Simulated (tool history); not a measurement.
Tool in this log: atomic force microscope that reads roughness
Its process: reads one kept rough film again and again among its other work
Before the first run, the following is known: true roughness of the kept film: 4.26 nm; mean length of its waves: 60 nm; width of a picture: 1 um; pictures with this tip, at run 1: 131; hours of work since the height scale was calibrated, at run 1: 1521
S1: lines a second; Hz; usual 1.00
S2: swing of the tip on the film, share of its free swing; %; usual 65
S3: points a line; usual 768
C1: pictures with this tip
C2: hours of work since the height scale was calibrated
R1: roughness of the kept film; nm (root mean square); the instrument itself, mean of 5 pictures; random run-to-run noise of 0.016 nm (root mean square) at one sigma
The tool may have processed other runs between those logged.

run     day    S1  S2   S3   C1    C2     R1
  1   0.000  1.00  65  768  131  1521  3.605
      1.712  -- new tip fitted
  2   1.771  1.00  65  768    1  1542  3.906
  3   3.625  1.00  65  768   58  1566  3.753
  4   5.775  1.00  65  768  124  1593  3.616
      7.700  -- new tip fitted
  5   8.800  1.00  65  768   33  1630  3.787
  6  10.346  1.00  65  768   80  1649  3.684
  7  13.425  1.00  65  768  174  1688  3.467
     13.617  -- new tip fitted
  8  15.054  1.83  79  313   43  1708  3.356
  9  16.608  1.00  65  692   91  1727  3.694
 10  19.067  1.21  81  768  166  1758  3.274
     19.588  -- new tip fitted
 11  22.042  1.11  81  887   75  1795  3.480
 12  24.179  0.88  65  768  140  1821  3.604
     25.692  -- new tip fitted
 13  26.275  0.88  65  768   18  1847  3.881

What if the next run were any one of these 3? Each begins from the tool's condition after run 13:
  A  29.108  0.88  88  387  105  1883   ?
  B  29.108  1.00  57  369  105  1883   ?
  C  29.108  2.45  65  343  105  1883   ?

run     R1
  A  3.386
  B  3.739
  C  3.433
The same runs, with their run-to-run variation unchanged, on a tool lacking any hidden condition would have given:
run     R1
  A  3.575
  B  3.947
  C  3.625
